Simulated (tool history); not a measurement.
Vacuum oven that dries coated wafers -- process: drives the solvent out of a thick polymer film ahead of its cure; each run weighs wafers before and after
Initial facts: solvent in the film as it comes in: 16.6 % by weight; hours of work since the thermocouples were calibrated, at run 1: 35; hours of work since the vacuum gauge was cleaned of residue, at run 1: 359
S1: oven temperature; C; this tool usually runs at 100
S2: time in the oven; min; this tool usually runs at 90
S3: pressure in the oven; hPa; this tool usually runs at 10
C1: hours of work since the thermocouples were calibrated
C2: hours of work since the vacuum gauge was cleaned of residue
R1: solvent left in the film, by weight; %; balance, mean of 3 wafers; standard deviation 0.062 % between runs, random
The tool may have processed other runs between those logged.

run,hour,S1,S2,S3,C1,C2,R1
1,0,100,90,10,35,359,3.76
2,72.9,100,90,10,76,401,3.6
3,119.9,100,64,10,104,428,5.31
4,152,100,66,10,122,446,5.24
5,215,100,90,10,158,482,3.76
6,263.7,100,90,10,186,510,3.73
7,310.9,100,67,10,213,538,5.21
8,365.2,100,67,10,245,569,5.09
9,408.2,100,67,19,269,594,5.57
10,467,100,72,10,303,627,4.83
11,531.6,100,90,10,340,665,3.85
12,585.2,100,90,10,371,696,3.83
13,636.2,100,51,10,401,725,6.47
14,710.1,100,51,10,443,767,6.42
15,762.1,100,51,10,473,797,6.53
16,831.6,100,90,10,513,837,3.86
17,894,100,90,10,549,873,3.98
18,960.1,100,90,10,587,911,4.05
19,1018.2,100,90,10,621,945,3.92
20,1089.2,100,90,10,661,986,4.02
21,1121.3,100,90,5.2,680,1004,3.71
22,1157.6,100,90,5.2,701,1025,3.76
23,1189.6,100,90,5.2,719,1043,3.88
24,1259.6,106,52,10,759,1084,5.1
25,1318.4,106,52,10,793,1117,5.14
26,1387.4,104,153,10,833,1157,1.48
27,1459.3,97,74,7.9,874,1199,5.62
28,1518.2,97,74,7.9,908,1232,5.66
29,1563.9,110,111,13.1,935,1259,1.63
30,1626.6,110,111,13.1,971,1295,1.6
31,1659.4,105,62,33.4,989,1314,5.45
32,1714.4,97,86,33.4,1021,1345,6.29
33,1748.3,114,90,12.8,1041,1365,1.52
34,1808.6,111,90,25.6,1075,1400,2.44
35,1857.2,97,105,25.6,1103,1427,5.07
36,1906.7,103,69,25.6,1132,1456,5.35
37,1966.4,112,77,28.7,1166,1490,3

Each row is a separate what-if for the run after 37, all from the same tool condition, not one after another. Results?
A,2032.1,112,77,5.7,1204,1528,?
B,2032.1,111,82,10.1,1204,1528,?
C,2032.1,104,90,10,1204,1528,?
D,2032.1,112,130,28.7,1204,1528,?
E,2032.1,112,103,28.7,1204,1528,?

run,R1
A,2.25
B,2.32
C,3.24
D,1.72
E,2.18
With no hidden state in the tool, these same runs would have given:
run,R1
A,1.83
B,1.88
C,2.7
D,1.36
E,1.77
